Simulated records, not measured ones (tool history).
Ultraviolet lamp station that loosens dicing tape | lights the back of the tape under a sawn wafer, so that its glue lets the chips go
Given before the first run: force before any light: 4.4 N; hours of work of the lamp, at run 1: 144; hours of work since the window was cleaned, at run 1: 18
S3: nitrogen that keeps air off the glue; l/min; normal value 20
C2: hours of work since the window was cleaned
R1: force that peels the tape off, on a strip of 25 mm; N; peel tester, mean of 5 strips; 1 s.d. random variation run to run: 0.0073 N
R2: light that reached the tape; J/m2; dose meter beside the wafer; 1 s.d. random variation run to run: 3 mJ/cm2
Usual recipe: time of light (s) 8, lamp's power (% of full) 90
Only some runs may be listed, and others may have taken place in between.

Run 1, day 0.000: usual settings; hours of work of the lamp 144; C2 18. Result: R1 0.317 N, R2 4320 J/m2.
Run 2, day 1.142: usual settings; hours of work of the lamp 164; C2 39. Result: R1 0.314 N, R2 4240 J/m2.
Run 3, day 3.017: usual settings but time of light (s) 9; hours of work of the lamp 198; C2 73. Result: R1 0.246 N, R2 4670 J/m2.
Run 4, day 4.500: usual settings but time of light (s) 5; hours of work of the lamp 225; C2 100. Result: R1 0.843 N, R2 2600 J/m2.
Run 5, day 6.192: usual settings; hours of work of the lamp 256; C2 130. Result: R1 0.368 N, R2 4030 J/m2.
Run 6, day 8.283: usual settings; hours of work of the lamp 294; C2 168. Result: R1 0.379 N, R2 3900 J/m2.
Run 7, day 10.246: usual settings; hours of work of the lamp 329; C2 204. Result: R1 0.392 N, R2 3870 J/m2.
Run 8, day 11.954: usual settings but time of light (s) 5; hours of work of the lamp 360; C2 235. Result: R1 0.942 N, R2 2360 J/m2.
Run 9, day 13.846: usual settings but time of light (s) 5; hours of work of the lamp 394; C2 269. Result: R1 0.956 N, R2 2330 J/m2.
At day 14.008: window cleaned of glue's vapour.
Run 10, day 15.583: usual settings but time of light (s) 5; hours of work of the lamp 425; C2 29. Result: R1 0.988 N, R2 2250 J/m2.
Run 11, day 17.508: usual settings but time of light (s) 11, lamp's power (% of full) 73, S3 21 l/min; hours of work of the lamp 460; C2 63. Result: R1 0.361 N, R2 3910 J/m2.
Run 12, day 18.892: usual settings but time of light (s) 11, lamp's power (% of full) 73, S3 16 l/min; hours of work of the lamp 485; C2 88. Result: R1 0.470 N, R2 3800 J/m2.
Run 13, day 21.104: usual settings but time of light (s) 11, lamp's power (% of full) 73, S3 16 l/min; hours of work of the lamp 525; C2 129. Result: R1 0.507 N, R2 3740 J/m2.

Branching from run 13: 5 alternative next runs. What would each branch give?
Run A, day 22.654: usual settings but S3 13 l/min; hours of work of the lamp 553; C2 157. Result: R1 ?, R2 ?.
Run B, day 22.654: usual settings but time of light (s) 11, lamp's power (% of full) 86, S3 11 l/min; hours of work of the lamp 553; C2 157. Result: R1 ?, R2 ?.
Run C, day 22.654: usual settings but time of light (s) 4; hours of work of the lamp 553; C2 157. Result: R1 ?, R2 ?.
Run D, day 22.654: usual settings but lamp's power (% of full) 70, S3 26 l/min; hours of work of the lamp 553; C2 157. Result: R1 ?, R2 ?.
Run E, day 22.654: usual settings but time of light (s) 7, lamp's power (% of full) 60, S3 6 l/min; hours of work of the lamp 553; C2 157. Result: R1 ?, R2 ?.

run     R1    R2
  A  0.761  3300
  B  0.535  4340
  C  1.498  1610
  D  0.702  2550
  E  2.095  1900
The same runs, with their run-to-run variation unchanged, on a tool lacking any hidden condition would have given:
run     R1    R2
  A  0.412  4540
  B  0.268  5990
  C  1.004  2240
  D  0.366  3530
  E  1.584  2620
